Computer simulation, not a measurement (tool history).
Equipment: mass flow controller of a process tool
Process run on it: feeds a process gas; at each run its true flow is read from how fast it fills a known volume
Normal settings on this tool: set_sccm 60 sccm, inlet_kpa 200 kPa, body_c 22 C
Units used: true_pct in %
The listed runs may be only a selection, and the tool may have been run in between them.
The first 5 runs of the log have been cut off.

Run 6, hour 431.0: usual settings but inlet_kpa 169 kPa. Result: true_pct 99.96 %.
Run 7, hour 529.2: usual settings but set_sccm 68 sccm. Result: true_pct 99.78 %.
Run 8, hour 584.2: usual settings but set_sccm 68 sccm. Result: true_pct 99.92 %.
Run 9, hour 633.4: usual settings but set_sccm 68 sccm, inlet_kpa 214 kPa. Result: true_pct 99.82 %.
Run 10, hour 735.6: usual settings but set_sccm 68 sccm, inlet_kpa 214 kPa. Result: true_pct 99.80 %.
Run 11, hour 806.6: usual settings but set_sccm 68 sccm, inlet_kpa 214 kPa. Result: true_pct 99.72 %.
Run 12, hour 872.5: usual settings but set_sccm 68 sccm, inlet_kpa 214 kPa. Result: true_pct 99.90 %.
Run 13, hour 919.7: usual settings but set_sccm 68 sccm, inlet_kpa 214 kPa. Result: true_pct 99.91 %.
Run 14, hour 1030.7: usual settings but set_sccm 90 sccm, inlet_kpa 214 kPa. Result: true_pct 100.25 %.
Run 15, hour 1079.4: usual settings. Result: true_pct 99.99 %.
Run 16, hour 1126.0: usual settings but body_c 21 C. Result: true_pct 99.97 %.
Run 17, hour 1222.8: usual settings but set_sccm 65 sccm, inlet_kpa 183 kPa, body_c 35 C. Result: true_pct 101.00 %.
Run 18, hour 1292.6: usual settings but set_sccm 43 sccm, inlet_kpa 150 kPa, body_c 26 C. Result: true_pct 100.66 %.
Run 19, hour 1384.0: usual settings but inlet_kpa 264 kPa, body_c 21 C. Result: true_pct 99.67 %.
Run 20, hour 1458.6: usual settings but set_sccm 30 sccm, inlet_kpa 250 kPa, body_c 36 C. Result: true_pct 100.40 %.
Run 21, hour 1565.7: usual settings but set_sccm 30 sccm, inlet_kpa 250 kPa, body_c 36 C. Result: true_pct 100.44 %.

Run 22, settings as shown, results not yet in. Your forecast:
Run 22, hour 1625.0: usual settings but set_sccm 24 sccm, inlet_kpa 208 kPa, body_c 36 C. Result: true_pct ?.

true_pct: 100.81 %
Take away the tool's hidden state, keep the run-to-run variation as it was, and the same run would have given true_pct 99.87 %.

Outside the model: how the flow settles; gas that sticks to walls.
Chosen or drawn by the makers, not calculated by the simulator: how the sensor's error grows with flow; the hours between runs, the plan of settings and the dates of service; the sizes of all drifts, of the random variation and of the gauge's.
